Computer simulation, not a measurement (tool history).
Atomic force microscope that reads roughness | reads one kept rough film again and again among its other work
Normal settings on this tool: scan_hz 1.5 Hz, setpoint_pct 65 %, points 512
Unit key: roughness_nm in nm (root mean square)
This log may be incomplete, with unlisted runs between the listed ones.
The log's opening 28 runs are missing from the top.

| run | hour | scan_hz | setpoint_pct | points | pictures with this tip | hours of work since the height scale was calibrated | roughness_nm |
|---|---|---|---|---|---|---|---|
| 29 | 197.6 | 0.51 | 65 | 638 | 74 | 7 | 1.097 |
| 30 | 205.2 | 0.51 | 65 | 638 | 87 | 13 | 1.084 |
| 31 | 215.3 | 1.98 | 73 | 512 | 104 | 20 | 0.978 |
|  | 218.7 | new tip fitted |
| 32 | 225.8 | 0.51 | 78 | 303 | 12 | 26 | 1.142 |
| 33 | 234.2 | 0.51 | 78 | 303 | 27 | 32 | 1.124 |
| 34 | 241.1 | 0.51 | 68 | 303 | 39 | 37 | 1.117 |
| 35 | 245.4 | 2.15 | 68 | 303 | 46 | 40 | 1.05 |
| 36 | 250.6 | 2.15 | 68 | 303 | 55 | 44 | 1.028 |
| 37 | 260 | 2.15 | 81 | 532 | 71 | 50 | 0.95 |
| 38 | 266 | 2.15 | 81 | 532 | 81 | 54 | 0.937 |
| 39 | 273.7 | 2.15 | 81 | 532 | 95 | 60 | 0.913 |
|  | 282.8 | new tip fitted |
| 40 | 284.6 | 2.15 | 81 | 532 | 3 | 67 | 1.016 |
| 41 | 293.2 | 2.15 | 81 | 532 | 18 | 73 | 0.998 |
| 42 | 303 | 1.67 | 77 | 339 | 35 | 79 | 1.035 |
| 43 | 312.3 | 1.67 | 89 | 339 | 51 | 86 | 0.948 |
| 44 | 321.8 | 2.58 | 68 | 512 | 67 | 92 | 1.008 |
| 45 | 326.5 | 1.08 | 64 | 1004 | 75 | 96 | 1.064 |
| 46 | 333.7 | 1.08 | 64 | 1004 | 87 | 101 | 1.066 |
| 47 | 341.6 | 1.19 | 65 | 288 | 101 | 106 | 1.038 |

Run 48 has not been measured yet. What should we expect?
|  | 347.1 | new tip fitted |
| 48 | 350.8 | 1.19 | 65 | 288 | 7 | 112 | ? |

Run 48 produced roughness_nm 1.122 nm (root mean square).
Minus the tool's unlogged condition, the same run would have read roughness_nm 1.14 nm (root mean square).
